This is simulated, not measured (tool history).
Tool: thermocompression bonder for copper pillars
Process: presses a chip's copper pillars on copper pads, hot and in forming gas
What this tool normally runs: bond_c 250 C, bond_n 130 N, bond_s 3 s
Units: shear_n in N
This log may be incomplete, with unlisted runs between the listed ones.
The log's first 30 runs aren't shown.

run,day,bond_c,bond_n,bond_s,shear_n
31,17.712,239,179,2,34.0
32,18.208,239,166,2,32.0
33,19.021,250,123,5,39.4
34,19.700,250,123,5,39.2
35,20.362,250,123,5,40.4
36,20.758,250,187,4,53.1
# day 21.233: forming gas filter changed
37,21.362,222,183,3,31.6
38,22.167,222,183,2,26.4
39,22.850,222,183,2,27.1

Below are 3 alternative next runs, each starting from the tool's condition after run 39. Predict each:
A,23.683,249,94,8,?
B,23.683,277,192,3,?
C,23.683,250,95,3,?

run,shear_n
A,36.9
B,69.7
C,24.6
Without the tool's unlogged condition, the same runs would have read:
run,shear_n
A,36.3
B,69.2
C,24.1

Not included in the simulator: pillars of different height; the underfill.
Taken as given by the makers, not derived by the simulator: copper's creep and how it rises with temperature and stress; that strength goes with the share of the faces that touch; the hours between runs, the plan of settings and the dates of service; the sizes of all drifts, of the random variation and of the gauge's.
